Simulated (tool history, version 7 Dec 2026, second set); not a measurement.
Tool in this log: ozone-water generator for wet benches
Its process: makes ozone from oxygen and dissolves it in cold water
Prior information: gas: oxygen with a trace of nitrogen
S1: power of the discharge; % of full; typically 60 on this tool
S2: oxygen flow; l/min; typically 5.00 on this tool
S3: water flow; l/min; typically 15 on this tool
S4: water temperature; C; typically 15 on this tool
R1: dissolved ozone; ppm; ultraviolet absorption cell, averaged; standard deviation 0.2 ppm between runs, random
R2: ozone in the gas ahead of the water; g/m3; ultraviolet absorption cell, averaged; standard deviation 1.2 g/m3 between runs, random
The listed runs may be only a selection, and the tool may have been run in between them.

run	hour	S1	S2	S3	S4	R1	R2
1	0.0	60	5.00	15	15	27.1	214.0
2	27.2	60	5.00	15	15	26.9	212.5
3	44.9	60	5.00	15	15	27.2	215.0
4	75.8	60	5.00	15	15	27.1	213.1
5	109.3	60	5.00	15	15	26.9	212.9
6	143.4	60	5.00	15	15	27.0	214.1
7	170.9	60	5.00	18	15	23.7	211.3
8	207.0	60	5.00	18	15	23.9	214.8
9	243.5	60	5.00	15	15	26.5	212.9
# hour 246.7: water thermometer calibrated
10	272.3	60	5.00	15	15	26.9	212.4
# hour 300.7: water thermometer calibrated, once more
11	302.9	60	5.00	15	15	27.0	213.2
12	339.9	60	5.00	9	15	37.0	211.5
13	356.6	60	5.00	15	15	27.0	213.6
14	375.9	44	5.00	15	15	21.6	171.3
15	401.5	60	5.00	15	15	26.6	212.3
16	429.5	60	5.00	15	15	27.0	212.3
17	449.5	60	5.00	11	14	33.2	210.2
18	486.2	60	5.00	11	14	33.2	213.9
19	504.2	71	2.53	11	18	35.1	343.2
20	534.9	64	7.61	10	18	31.3	177.5
21	554.2	64	7.61	10	18	31.4	175.9
22	576.5	64	6.18	11	18	31.0	198.4
23	594.0	64	6.18	11	18	30.9	197.3
24	618.2	82	6.20	11	15	39.4	233.5
25	646.7	49	3.53	15	15	23.1	220.8
26	676.6	60	3.61	23	15	18.6	250.8
27	711.4	60	3.61	23	15	18.2	249.9
28	728.2	60	5.13	17	23	21.7	207.9
29	753.4	86	5.00	18	15	29.7	268.8
30	771.3	57	5.00	18	19	21.3	205.1
31	806.0	57	5.00	18	19	21.3	204.5
32	823.8	57	5.00	18	19	21.1	205.0

Some steps in R1, run to run, broken into two amounts with sign: the step expected even without the hidden condition (settings, incoming material, random variation), and the rest, left for the hidden condition together with whatever gauge scatter is not in both the measured and the hidden-condition-free result:
Hidden state at play: yield of the discharge, % of new electrodes'; contactor's efficiency, % of a clean one's; true water temperature over the reading, C; drift of the gauge itself on ozone_ppm, %; drift of the gauge itself on gas_g_m3, %.
Run 11 -> 12: S3 15 -> 9. R1 +10.0 ppm: hidden state -0.3, all else +10.3.
Run 12 -> 13: S3 9 -> 15. R1 -10.0 ppm: hidden state +0.3, all else -10.3.
Run 24 -> 25: S1 82 -> 49, S2 6.20 -> 3.53, S3 11 -> 15. R1 -16.3 ppm: hidden state +1.1, all else -17.4.
Run 28 -> 29: S1 60 -> 86, S2 5.13 -> 5.00, S3 17 -> 18, S4 23 -> 15. R1 +8.0 ppm: hidden state -0.8, all else +8.8.
Run 29 -> 30: S1 86 -> 57, S4 15 -> 19. R1 -8.4 ppm: hidden state +0.8, all else -9.2.
